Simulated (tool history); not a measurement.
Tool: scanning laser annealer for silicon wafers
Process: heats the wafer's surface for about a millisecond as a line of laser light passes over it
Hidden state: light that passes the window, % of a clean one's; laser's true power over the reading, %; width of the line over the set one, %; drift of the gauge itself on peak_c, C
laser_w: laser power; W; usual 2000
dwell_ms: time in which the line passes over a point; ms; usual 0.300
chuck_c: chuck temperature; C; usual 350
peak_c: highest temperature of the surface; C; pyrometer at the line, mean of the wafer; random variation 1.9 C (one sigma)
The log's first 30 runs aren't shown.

run    hour  laser_w  dwell_ms  chuck_c  hours of work since the window was cleaned  hours of work since the power meter was calibrated  hours of work since the optics were aligned  peak_c
 31  1557.9     2097     0.235      362                                         180                                                3046                                          481    1050
 32  1628.4     2000     0.270      350                                         234                                                3099                                          535    1053
 33  1670.5     2187     0.300      358                                         266                                                3131                                          567    1167
 34  1721.5     1835     0.248      379                                         305                                                3170                                          605     991
     1753.9  -- window over the wafer cleaned
 35  1770.3     2000     0.271      350                                          13                                                3206                                          641    1080
 36  1808.3     2026     0.284      372                                          41                                                3235                                          670    1125
 37  1844.3     2138     0.301      372                                          69                                                3262                                          697    1185
 38  1879.7     2000     0.293      350                                          96                                                3289                                          724    1101
 39  1917.7     2012     0.319      350                                         125                                                3318                                          753    1134
 40  1962.9     2142     0.300      362                                         159                                                3353                                          788    1166

4 ways to go on from here, each from the tool as it stands after run 40. What would each give?
  A  2017.5     2137     0.224      325                                         201                                                3394                                          829       ?
  B  2017.5     2142     0.300      349                                         201                                                3394                                          829       ?
  C  2017.5     2120     0.265      381                                         201                                                3394                                          829       ?
  D  2017.5     2170     0.300      333                                         201                                                3394                                          829       ?

run  peak_c
  A     997
  B    1147
  C    1118
  D    1140
Without the tool's hidden state the same runs would have given:
run  peak_c
  A    1044
  B    1203
  C    1170
  D    1197
